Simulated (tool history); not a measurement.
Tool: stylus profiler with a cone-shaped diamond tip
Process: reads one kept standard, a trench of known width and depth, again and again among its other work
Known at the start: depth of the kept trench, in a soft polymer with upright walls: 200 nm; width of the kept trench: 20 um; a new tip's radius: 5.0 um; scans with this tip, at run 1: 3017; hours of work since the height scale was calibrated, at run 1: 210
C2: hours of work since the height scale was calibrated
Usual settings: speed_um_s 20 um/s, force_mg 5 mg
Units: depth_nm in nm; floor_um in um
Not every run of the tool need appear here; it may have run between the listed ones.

{"run": 1, "hour": 0.0, "speed_um_s": 20, "force_mg": 5, "scans with this tip": 3017, "C2": 210, "depth_nm": 203.68, "floor_um": 17.11}
{"run": 2, "hour": 15.3, "speed_um_s": 20, "force_mg": 6.77, "scans with this tip": 3147, "C2": 219, "depth_nm": 204.16, "floor_um": 17.15}
{"run": 3, "hour": 28.1, "speed_um_s": 20, "force_mg": 6.77, "scans with this tip": 3256, "C2": 227, "depth_nm": 204.26, "floor_um": 17.12}
{"run": 4, "hour": 35.5, "speed_um_s": 20, "force_mg": 5, "scans with this tip": 3319, "C2": 231, "depth_nm": 203.31, "floor_um": 17.14}
{"run": 5, "hour": 42.8, "speed_um_s": 75, "force_mg": 5, "scans with this tip": 3381, "C2": 236, "depth_nm": 203.6, "floor_um": 17}
{"run": 6, "hour": 57.8, "speed_um_s": 20, "force_mg": 2.09, "scans with this tip": 3508, "C2": 244, "depth_nm": 201.99, "floor_um": 17.07}
{"run": 7, "hour": 65.7, "speed_um_s": 20, "force_mg": 5, "scans with this tip": 3576, "C2": 249, "depth_nm": 203.63, "floor_um": 17.15}
{"run": 8, "hour": 80.1, "speed_um_s": 20, "force_mg": 5, "scans with this tip": 3698, "C2": 258, "depth_nm": 203.27, "floor_um": 17.13}
{"run": 9, "hour": 94.3, "speed_um_s": 20, "force_mg": 5, "scans with this tip": 3818, "C2": 266, "depth_nm": 203.58, "floor_um": 17.09}
{"run": 10, "hour": 110.5, "speed_um_s": 20, "force_mg": 4.48, "scans with this tip": 3956, "C2": 276, "depth_nm": 203.1, "floor_um": 17.1}
{"run": 11, "hour": 125.7, "speed_um_s": 20, "force_mg": 4.48, "scans with this tip": 4085, "C2": 285, "depth_nm": 203.04, "floor_um": 17.13}
{"run": 12, "hour": 142.7, "speed_um_s": 20, "force_mg": 2.04, "scans with this tip": 4229, "C2": 295, "depth_nm": 201.97, "floor_um": 17.15}
{"run": 13, "hour": 150.9, "speed_um_s": 20, "force_mg": 2.04, "scans with this tip": 4299, "C2": 299, "depth_nm": 201.91, "floor_um": 17.1}
{"run": 14, "hour": 158.7, "speed_um_s": 20, "force_mg": 4.23, "scans with this tip": 4365, "C2": 304, "depth_nm": 203.29, "floor_um": 17.14}
{"run": 15, "hour": 169.1, "speed_um_s": 20, "force_mg": 4.23, "scans with this tip": 4453, "C2": 310, "depth_nm": 203.14, "floor_um": 17.16}
{"run": 16, "hour": 177.3, "speed_um_s": 20, "force_mg": 4.23, "scans with this tip": 4523, "C2": 315, "depth_nm": 203.14, "floor_um": 17.1}
{"run": 17, "hour": 187.8, "speed_um_s": 20, "force_mg": 4.23, "scans with this tip": 4612, "C2": 321, "depth_nm": 203.15, "floor_um": 17.14}
{"run": 18, "hour": 195.9, "speed_um_s": 20, "force_mg": 4.23, "scans with this tip": 4681, "C2": 326, "depth_nm": 202.86, "floor_um": 17.13}
{"run": 19, "hour": 208.8, "speed_um_s": 20, "force_mg": 4.23, "scans with this tip": 4791, "C2": 334, "depth_nm": 202.93, "floor_um": 17.16}
{"run": 20, "hour": 225.0, "speed_um_s": 20, "force_mg": 4.23, "scans with this tip": 4929, "C2": 343, "depth_nm": 203.25, "floor_um": 17.14}
{"run": 21, "hour": 237.5, "speed_um_s": 20, "force_mg": 4.23, "scans with this tip": 5035, "C2": 351, "depth_nm": 203.12, "floor_um": 17.09}
{"run": 22, "hour": 249.8, "speed_um_s": 20, "force_mg": 5.09, "scans with this tip": 5139, "C2": 358, "depth_nm": 203.53, "floor_um": 17.14}
{"run": 23, "hour": 264.5, "speed_um_s": 20, "force_mg": 5.09, "scans with this tip": 5264, "C2": 367, "depth_nm": 203.32, "floor_um": 17.12}
{"run": 24, "hour": 281.2, "speed_um_s": 20, "force_mg": 5.09, "scans with this tip": 5406, "C2": 377, "depth_nm": 203.39, "floor_um": 17.13}
{"run": 25, "hour": 289.4, "speed_um_s": 20, "force_mg": 5.09, "scans with this tip": 5475, "C2": 381, "depth_nm": 203.56, "floor_um": 17.11}
{"run": 26, "hour": 297.0, "speed_um_s": 5, "force_mg": 4.09, "scans with this tip": 5540, "C2": 386, "depth_nm": 202.99, "floor_um": 17.23}
{"run": 27, "hour": 305.9, "speed_um_s": 22, "force_mg": 2.21, "scans with this tip": 5616, "C2": 391, "depth_nm": 201.88, "floor_um": 17.08}
{"run": 28, "hour": 315.1, "speed_um_s": 22, "force_mg": 2.21, "scans with this tip": 5694, "C2": 397, "depth_nm": 202.09, "floor_um": 17.11}
{"run": 29, "hour": 329.8, "speed_um_s": 7, "force_mg": 8.26, "scans with this tip": 5819, "C2": 405, "depth_nm": 204.84, "floor_um": 17.17}
{"run": 30, "hour": 339.5, "speed_um_s": 11, "force_mg": 3.16, "scans with this tip": 5901, "C2": 411, "depth_nm": 202.79, "floor_um": 17.18}
{"run": 31, "hour": 354.1, "speed_um_s": 70, "force_mg": 1.84, "scans with this tip": 6025, "C2": 420, "depth_nm": 201.75, "floor_um": 16.89}
{"run": 32, "hour": 369.7, "speed_um_s": 22, "force_mg": 1.85, "scans with this tip": 6158, "C2": 429, "depth_nm": 201.76, "floor_um": 17.09}
{"run": 33, "hour": 386.1, "speed_um_s": 6, "force_mg": 7.72, "scans with this tip": 6296, "C2": 439, "depth_nm": 204.68, "floor_um": 17.22}
{"run": 34, "hour": 399.2, "speed_um_s": 34, "force_mg": 5, "scans with this tip": 6408, "C2": 446, "depth_nm": 203.29, "floor_um": 17.09}
{"run": 35, "hour": 411.0, "speed_um_s": 34, "force_mg": 5, "scans with this tip": 6508, "C2": 453, "depth_nm": 203.41, "floor_um": 17}
{"run": 36, "hour": 418.2, "speed_um_s": 12, "force_mg": 3.19, "scans with this tip": 6569, "C2": 458, "depth_nm": 202.58, "floor_um": 17.18}
{"run": 37, "hour": 426.3, "speed_um_s": 27, "force_mg": 5.03, "scans with this tip": 6638, "C2": 462, "depth_nm": 203.46, "floor_um": 17.12}
{"run": 38, "hour": 442.1, "speed_um_s": 27, "force_mg": 5.03, "scans with this tip": 6772, "C2": 472, "depth_nm": 203.34, "floor_um": 17.07}
{"run": 39, "hour": 452.6, "speed_um_s": 45, "force_mg": 8.54, "scans with this tip": 6861, "C2": 478, "depth_nm": 204.97, "floor_um": 17.08}
{"run": 40, "hour": 465.5, "speed_um_s": 6, "force_mg": 9.64, "scans with this tip": 6971, "C2": 486, "depth_nm": 205.2, "floor_um": 17.16}
{"run": 41, "hour": 475.3, "speed_um_s": 6, "force_mg": 9.64, "scans with this tip": 7054, "C2": 491, "depth_nm": 205.46, "floor_um": 17.19}
{"run": 42, "hour": 485.2, "speed_um_s": 20, "force_mg": 12.16, "scans with this tip": 7138, "C2": 497, "depth_nm": 206.17, "floor_um": 17.16}
{"run": 43, "hour": 492.6, "speed_um_s": 32, "force_mg": 9.49, "scans with this tip": 7202, "C2": 502, "depth_nm": 205.42, "floor_um": 17.11}
{"run": 44, "hour": 501.3, "speed_um_s": 46, "force_mg": 3.08, "scans with this tip": 7275, "C2": 507, "depth_nm": 202.65, "floor_um": 17.04}
{"run": 45, "hour": 509.3, "speed_um_s": 16, "force_mg": 5.71, "scans with this tip": 7344, "C2": 512, "depth_nm": 203.66, "floor_um": 17.21}
{"run": 46, "hour": 527.0, "speed_um_s": 16, "force_mg": 5.71, "scans with this tip": 7494, "C2": 522, "depth_nm": 203.68, "floor_um": 17.18}
{"run": 47, "hour": 540.2, "speed_um_s": 5, "force_mg": 5.71, "scans with this tip": 7606, "C2": 530, "depth_nm": 203.79, "floor_um": 17.16}

What if the next run were any one of these 3? Each begins from the tool's condition after run 47:
{"run": "A", "hour": 548.1, "speed_um_s": 26, "force_mg": 13.4, "scans with this tip": 7673, "C2": 535, "depth_nm": "?", "floor_um": "?"}
{"run": "B", "hour": 548.1, "speed_um_s": 23, "force_mg": 9.25, "scans with this tip": 7673, "C2": 535, "depth_nm": "?", "floor_um": "?"}
{"run": "C", "hour": 548.1, "speed_um_s": 78, "force_mg": 5.71, "scans with this tip": 7673, "C2": 535, "depth_nm": "?", "floor_um": "?"}

run=A depth_nm=206.69 floor_um=17.19
run=B depth_nm=205.12 floor_um=17.16
run=C depth_nm=203.79 floor_um=16.98
Without the tool's unlogged condition, the same runs would have read:
run=A depth_nm=206.68 floor_um=17.19
run=B depth_nm=205.11 floor_um=17.17
run=C depth_nm=203.79 floor_um=16.99

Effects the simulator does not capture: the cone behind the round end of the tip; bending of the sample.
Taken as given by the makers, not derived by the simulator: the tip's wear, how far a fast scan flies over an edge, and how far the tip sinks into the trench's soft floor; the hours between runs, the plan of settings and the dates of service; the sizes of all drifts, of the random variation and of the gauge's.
